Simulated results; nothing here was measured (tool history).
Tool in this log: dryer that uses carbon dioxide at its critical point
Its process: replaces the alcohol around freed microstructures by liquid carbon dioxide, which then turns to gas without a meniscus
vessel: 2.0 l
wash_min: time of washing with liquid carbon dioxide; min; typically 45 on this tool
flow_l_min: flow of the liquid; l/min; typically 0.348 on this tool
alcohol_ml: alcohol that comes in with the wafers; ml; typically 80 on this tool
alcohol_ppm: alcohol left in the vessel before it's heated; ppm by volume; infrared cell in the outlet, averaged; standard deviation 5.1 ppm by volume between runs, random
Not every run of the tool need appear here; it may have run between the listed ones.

run     day  wash_min  flow_l_min  alcohol_ml  alcohol_ppm
  1       0        45       0.348          80          275
  2   1.733        45       0.348          80          277
  3   3.533        45       0.348          80          291
      3.912  -- purifier's bed changed
  4   5.467        45       0.348          80           93
  5   6.946        45       0.348          80           97
  6   8.125        45       0.348          80          111
  7   9.888        45       0.348          80          116
  8  11.996        45       0.348          80          121
  9    13.8        45       0.358         114          155
 10  15.525        40       0.348          80          220
 11  17.808        40       0.348          80          236
 12  19.438        40       0.348          80          252
 13  21.517        29       0.348          63          717
 14   23.65        52       0.235          62          368
 15  26.088        35       0.539         111          140

Each row is a separate what-if for the run after 15, all from the same tool condition, not one after another. Results?
  A  27.912        32       0.318          80            ?
  B  27.912        45       0.416          92            ?
  C  27.912        35       0.539          83            ?

run  alcohol_ppm
  A          937
  B          132
  C          134
Stripped of hidden state, with their random variation kept, the same runs would have yielded:
run  alcohol_ppm
  A          628
  B           17
  C           20

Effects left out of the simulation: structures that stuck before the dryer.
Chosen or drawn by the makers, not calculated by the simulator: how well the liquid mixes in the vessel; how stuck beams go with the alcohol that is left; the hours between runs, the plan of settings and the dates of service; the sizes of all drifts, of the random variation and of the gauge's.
